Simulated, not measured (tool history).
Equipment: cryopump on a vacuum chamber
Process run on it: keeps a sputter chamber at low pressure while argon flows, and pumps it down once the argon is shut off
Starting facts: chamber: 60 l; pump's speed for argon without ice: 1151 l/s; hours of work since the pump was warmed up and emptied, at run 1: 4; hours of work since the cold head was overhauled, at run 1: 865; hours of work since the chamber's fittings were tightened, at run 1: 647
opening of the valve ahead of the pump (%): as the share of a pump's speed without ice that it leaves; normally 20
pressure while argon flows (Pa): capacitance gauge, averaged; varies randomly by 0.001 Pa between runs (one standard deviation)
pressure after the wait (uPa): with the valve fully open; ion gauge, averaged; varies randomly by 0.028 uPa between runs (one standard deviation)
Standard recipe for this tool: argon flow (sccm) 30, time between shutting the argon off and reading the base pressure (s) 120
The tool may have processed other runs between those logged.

| run | day | argon flow (sccm) | time between shutting the argon off and reading the base pressure (s) | opening of the valve ahead of the pump (%) | hours of work since the pump was warmed up and emptied | hours of work since the cold head was overhauled | hours of work since the chamber's fittings were tightened | pressure while argon flows (Pa) | pressure after the wait (uPa) |
|---|---|---|---|---|---|---|---|---|---|
| 1 | 0.000 | 30 | 120 | 20 | 4 | 865 | 647 | 0.2205 | 1.68 |
| 2 | 1.471 | 30 | 251 | 20 | 31 | 892 | 674 | 0.2222 | 1.08 |
| 3 | 2.350 | 30 | 251 | 20 | 48 | 909 | 691 | 0.2207 | 1.16 |
| 4 | 2.946 | 30 | 251 | 20 | 59 | 920 | 702 | 0.2225 | 1.14 |
| 5 | 3.608 | 30 | 112 | 20 | 71 | 933 | 714 | 0.2213 | 1.78 |
| 6 | 4.496 | 30 | 24 | 20 | 88 | 949 | 731 | 0.2208 | 5.93 |
| 7 | 5.817 | 30 | 120 | 20 | 113 | 974 | 756 | 0.2225 | 1.78 |
| 8 | 6.796 | 30 | 120 | 20 | 131 | 992 | 774 | 0.2208 | 1.75 |
| 9 | 7.829 | 12 | 175 | 19 | 150 | 1012 | 793 | 0.0941 | 1.44 |
| 10 | 8.779 | 19 | 71 | 41 | 168 | 1029 | 811 | 0.0696 | 2.59 |
| 11 | 9.579 | 15 | 71 | 18 | 183 | 1044 | 826 | 0.1233 | 2.58 |
| 12 | 10.904 | 16 | 154 | 44 | 208 | 1069 | 851 | 0.0553 | 1.61 |
| 13 | 11.917 | 16 | 154 | 44 | 227 | 1088 | 870 | 0.0564 | 1.59 |
| 14 | 12.938 | 16 | 111 | 16 | 246 | 1107 | 889 | 0.1489 | 1.94 |
| 15 | 14.183 | 28 | 120 | 20 | 269 | 1131 | 912 | 0.2092 | 1.87 |
| 16 | 14.883 | 28 | 120 | 20 | 282 | 1144 | 925 | 0.2086 | 1.89 |

Predict each of these 3 candidate next runs independently; none follows another, all start after run 16:
| A | 16.000 | 28 | 33 | 35 | 303 | 1165 | 946 | ? | ? |
| B | 16.000 | 38 | 28 | 21 | 303 | 1165 | 946 | ? | ? |
| C | 16.000 | 42 | 102 | 18 | 303 | 1165 | 946 | ? | ? |

| run | pressure while argon flows (Pa) | pressure after the wait (uPa) |
|---|---|---|
| A | 0.1216 | 4.66 |
| B | 0.2696 | 5.42 |
| C | 0.3481 | 2.10 |
The same runs, with their run-to-run variation unchanged, on a tool lacking any hidden condition would have given:
| run | pressure while argon flows (Pa) | pressure after the wait (uPa) |
|---|---|---|
| A | 0.1181 | 4.12 |
| B | 0.2649 | 4.87 |
| C | 0.3429 | 1.54 |
